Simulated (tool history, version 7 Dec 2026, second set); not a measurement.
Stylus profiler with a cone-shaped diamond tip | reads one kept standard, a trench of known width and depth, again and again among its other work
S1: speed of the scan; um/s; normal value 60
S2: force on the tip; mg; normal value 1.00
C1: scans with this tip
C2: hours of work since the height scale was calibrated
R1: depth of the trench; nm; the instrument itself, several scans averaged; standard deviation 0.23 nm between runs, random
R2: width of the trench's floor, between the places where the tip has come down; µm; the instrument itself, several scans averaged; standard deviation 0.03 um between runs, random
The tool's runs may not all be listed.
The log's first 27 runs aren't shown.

run     day   S1    S2    C1   C2       R1     R2
 28  19.683  148  1.17  3621  269  1010.12  93.01
 29  20.108  197  2.05  3681  274  1014.70  92.93
 30  20.729   55  1.00  3767  280  1009.46  93.24
 31  21.512   30  1.88  3876  288  1013.68  93.37
 32  22.108   16  1.12  3959  295  1009.99  93.44
 33  23.042   16  1.12  4090  304  1009.99  93.41
 34  23.604   16  1.12  4168  310  1010.15  93.34
 35  24.158   92  2.09  4246  316  1014.61  93.18
 36  25.112   16  2.09  4379  326  1014.80  93.27
 37  25.938   35  0.97  4494  334  1009.00  93.20
 38  26.492   28  2.16  4571  340  1015.58  93.26
 39  27.312  217  1.18  4685  349  1010.57  92.65
 40  28.129   66  1.31  4799  357  1011.05  93.11
 41  28.717   21  1.31  4881  363  1011.11  93.27
 42  29.767   21  1.31  5027  374  1010.99  93.22
 43  30.771   98  1.13  5168  384  1010.16  92.92
 44  31.754   57  0.47  5304  395  1005.77  92.90
 45  32.367   57  0.47  5390  401  1006.12  92.83

What if the next run were any one of these 5? Each begins from the tool's condition after run 45:
  A  33.067   63  2.48  5487  408   ?   ?
  B  33.067  129  1.00  5487  408   ?   ?
  C  33.067   27  2.67  5487  408   ?   ?
  D  33.067   57  0.33  5487  408   ?   ?
  E  33.067  120  0.42  5487  408   ?   ?

run       R1     R2
  A  1016.78  93.10
  B  1009.45  92.73
  C  1017.46  93.11
  D  1005.01  92.81
  E  1005.76  92.48
Without the tool's hidden state the same runs would have given:
run       R1     R2
  A  1015.87  93.91
  B  1008.55  93.54
  C  1016.55  93.92
  D  1004.11  93.62
  E  1004.86  93.29
